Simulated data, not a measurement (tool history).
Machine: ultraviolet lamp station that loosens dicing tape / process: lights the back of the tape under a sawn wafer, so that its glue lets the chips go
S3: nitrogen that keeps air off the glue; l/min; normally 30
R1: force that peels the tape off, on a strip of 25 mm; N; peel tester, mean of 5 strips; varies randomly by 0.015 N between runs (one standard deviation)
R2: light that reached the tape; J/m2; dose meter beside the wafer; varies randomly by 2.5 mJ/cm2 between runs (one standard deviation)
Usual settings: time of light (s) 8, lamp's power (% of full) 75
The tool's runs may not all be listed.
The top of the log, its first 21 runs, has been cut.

run 22 hour=144.5 | time_of_light_(s)=8 lamp's_power_(%_of_full)=75 S3=19 | R1=1.425 R2=2560
run 23 hour=150.5 | time_of_light_(s)=8 lamp's_power_(%_of_full)=65 S3=30 | R1=1.303 R2=2240
run 24 hour=158.9 | time_of_light_(s)=4 lamp's_power_(%_of_full)=68 S3=25 | R1=3.268 R2=1150
run 25 hour=163.0 | time_of_light_(s)=10 lamp's_power_(%_of_full)=96 S3=25 | R1=0.455 R2=4060
run 26 hour=170.3 | time_of_light_(s)=6 lamp's_power_(%_of_full)=67 S3=56 | R1=1.489 R2=1680
run 27 hour=176.0 | time_of_light_(s)=7 lamp's_power_(%_of_full)=78 S3=51 | R1=0.912 R2=2280
run 28 hour=184.0 | time_of_light_(s)=7 lamp's_power_(%_of_full)=78 S3=51 | R1=0.934 R2=2290
run 29 hour=188.2 | time_of_light_(s)=5 lamp's_power_(%_of_full)=76 S3=32 | R1=2.090 R2=1570
run 30 hour=194.2 | time_of_light_(s)=10 lamp's_power_(%_of_full)=72 S3=10 | R1=1.612 R2=2990
run 31 hour=202.7 | time_of_light_(s)=10 lamp's_power_(%_of_full)=72 S3=11 | R1=1.591 R2=2980
run 32 hour=209.8 | time_of_light_(s)=10 lamp's_power_(%_of_full)=72 S3=11 | R1=1.571 R2=2970
run 33 hour=216.4 | time_of_light_(s)=10 lamp's_power_(%_of_full)=94 S3=57 | R1=0.254 R2=3860
run 34 hour=223.9 | time_of_light_(s)=6 lamp's_power_(%_of_full)=81 S3=34 | R1=1.536 R2=2010
run 35 hour=229.8 | time_of_light_(s)=5 lamp's_power_(%_of_full)=75 S3=43 | R1=1.867 R2=1550
run 36 hour=238.3 | time_of_light_(s)=7 lamp's_power_(%_of_full)=81 S3=20 | R1=1.575 R2=2340
run 37 hour=246.6 | time_of_light_(s)=16 lamp's_power_(%_of_full)=77 S3=12 | R1=0.526 R2=5040

Each row is a separate what-if for the run after 37, all from the same tool condition, not one after another. Results?
run A hour=254.1 | time_of_light_(s)=5 lamp's_power_(%_of_full)=77 S3=12 | R1=? R2=?
run B hour=254.1 | time_of_light_(s)=13 lamp's_power_(%_of_full)=78 S3=30 | R1=? R2=?
run C hour=254.1 | time_of_light_(s)=16 lamp's_power_(%_of_full)=65 S3=12 | R1=? R2=?
run D hour=254.1 | time_of_light_(s)=7 lamp's_power_(%_of_full)=68 S3=11 | R1=? R2=?

run=A R1=3.204 R2=1570
run=B R1=0.361 R2=4130
run=C R1=0.844 R2=4200
run=D R1=2.654 R2=1950
What these runs would have given with no unlogged condition in the tool:
run=A R1=2.571 R2=1990
run=B R1=0.186 R2=5250
run=C R1=0.487 R2=5330
run=D R1=2.042 R2=2470

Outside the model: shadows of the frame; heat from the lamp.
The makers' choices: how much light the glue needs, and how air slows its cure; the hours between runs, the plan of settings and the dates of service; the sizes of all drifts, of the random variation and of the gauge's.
